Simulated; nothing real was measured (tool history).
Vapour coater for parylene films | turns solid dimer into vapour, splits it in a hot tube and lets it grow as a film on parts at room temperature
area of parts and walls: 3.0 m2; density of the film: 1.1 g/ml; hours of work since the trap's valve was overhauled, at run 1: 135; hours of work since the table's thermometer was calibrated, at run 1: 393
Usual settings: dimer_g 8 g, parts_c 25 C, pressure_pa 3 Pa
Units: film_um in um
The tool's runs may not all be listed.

run,hour,dimer_g,parts_c,pressure_pa,hours of work since the trap's valve was overhauled,hours of work since the table's thermometer was calibrated,film_um
1,0.0,8,25,3,135,393,1.10
2,8.7,8,25,3,141,398,1.13
3,20.6,8,25,3,147,405,1.10
4,29.3,8,25,3,153,410,1.09
5,38.5,8,19,3,158,416,1.44
6,48.8,8,19,3,164,422,1.44
7,57.9,8,19,3,169,427,1.45
8,74.4,8,19,3,179,437,1.40
9,82.6,8,19,3,184,441,1.43
10,95.1,8,25,3,191,449,1.08
11,111.9,8,25,3,201,459,1.09

Run 12 comes next. What will it give?
12,125.9,8,25,3,209,467,?

{"run 12": {"film_um": 1.09}}
Without the tool's hidden state the same run would have given film_um 1.20 um.
